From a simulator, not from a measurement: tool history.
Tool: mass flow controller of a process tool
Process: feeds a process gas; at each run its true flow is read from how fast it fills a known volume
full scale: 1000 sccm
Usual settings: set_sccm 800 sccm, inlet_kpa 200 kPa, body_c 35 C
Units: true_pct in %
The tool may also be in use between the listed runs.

run,hour,set_sccm,inlet_kpa,body_c,true_pct
1,0.0,800,200,35,98.74
2,415.8,800,200,35,98.80
3,664.3,523,200,35,97.75
4,945.6,523,200,35,97.83
5,1219.1,523,200,35,97.85
# hour 1276.3: controller's zero set anew
6,1430.6,800,200,35,99.62
7,1692.4,800,200,35,99.66
8,2121.0,800,200,35,99.79
9,2362.2,800,200,23,101.05
10,2725.3,800,200,27,100.69
11,3039.1,519,200,35,99.17

Forecast run 12:
12,3495.9,519,228,31,?

true_pct: 99.67 %
Without the tool's hidden state the same run would have given true_pct 98.48 %.
